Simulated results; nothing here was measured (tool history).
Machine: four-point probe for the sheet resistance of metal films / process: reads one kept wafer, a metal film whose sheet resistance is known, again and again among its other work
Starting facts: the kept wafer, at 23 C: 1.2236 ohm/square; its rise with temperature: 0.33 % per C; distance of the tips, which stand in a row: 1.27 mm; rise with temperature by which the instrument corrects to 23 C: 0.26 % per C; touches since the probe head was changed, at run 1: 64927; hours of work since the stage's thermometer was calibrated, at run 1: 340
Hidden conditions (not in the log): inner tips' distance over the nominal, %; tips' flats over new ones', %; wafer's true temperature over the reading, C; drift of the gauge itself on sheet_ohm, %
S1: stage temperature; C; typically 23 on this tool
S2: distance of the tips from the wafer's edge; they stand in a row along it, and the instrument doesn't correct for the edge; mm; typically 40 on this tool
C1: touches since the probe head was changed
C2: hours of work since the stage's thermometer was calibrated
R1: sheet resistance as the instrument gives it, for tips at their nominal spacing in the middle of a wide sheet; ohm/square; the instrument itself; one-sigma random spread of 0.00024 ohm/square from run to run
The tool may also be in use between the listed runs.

| run | day | S1 | S2 | C1 | C2 | R1 |
|---|---|---|---|---|---|---|
| 1 | 0.000 | 23 | 40 | 64927 | 340 | 1.220514 |
| 2 | 1.696 | 23 | 40 | 66968 | 366 | 1.220839 |
| 3 | 3.371 | 23 | 40 | 68986 | 392 | 1.220681 |
| 4 | 4.696 | 23 | 40 | 70579 | 412 | 1.220344 |
| 5 | 6.104 | 23 | 40 | 72272 | 434 | 1.219768 |
| 6 | 6.912 | 23 | 40 | 73245 | 447 | 1.220002 |
| 7 | 8.400 | 23 | 39 | 75035 | 470 | 1.220121 |
| 8 | 10.362 | 23 | 39 | 77397 | 500 | 1.219547 |
| 9 | 11.354 | 23 | 40 | 78589 | 515 | 1.219671 |
| 10 | 12.483 | 23 | 40 | 79948 | 533 | 1.219313 |
| 11 | 13.508 | 21 | 40 | 81180 | 549 | 1.217381 |
| 12 | 15.517 | 21 | 40 | 83595 | 580 | 1.217505 |
| 13 | 16.462 | 22 | 40 | 84736 | 594 | 1.218154 |
| 14 | 18.208 | 29 | 4 | 86833 | 621 | 1.286969 |
| 15 | 19.512 | 19 | 7 | 88403 | 641 | 1.235776 |
| 16 | 21.133 | 32 | 34 | 90356 | 666 | 1.227578 |
| 17 | 22.771 | 28 | 68 | 92323 | 692 | 1.222725 |
| 18 | 24.392 | 31 | 40 | 94276 | 717 | 1.226021 |
| 19 | 25.875 | 31 | 5 | 96058 | 739 | 1.266270 |
| 20 | 26.917 | 31 | 5 | 97312 | 756 | 1.266365 |
| 21 | 28.721 | 31 | 5 | 99483 | 783 | 1.266071 |

Each row is a separate what-if for the run after 21, all from the same tool condition, not one after another. Results?
| A | 30.021 | 20 | 23 | 101048 | 804 | ? |
| B | 30.021 | 34 | 11 | 101048 | 804 | ? |
| C | 30.021 | 32 | 5 | 101048 | 804 | ? |
| D | 30.021 | 21 | 40 | 101048 | 804 | ? |

| run | R1 |
|---|---|
| A | 1.215967 |
| B | 1.236125 |
| C | 1.267114 |
| D | 1.216247 |
With no hidden state in the tool, these same runs would have given:
| run | R1 |
|---|---|
| A | 1.222343 |
| B | 1.242589 |
| C | 1.273729 |
| D | 1.222624 |
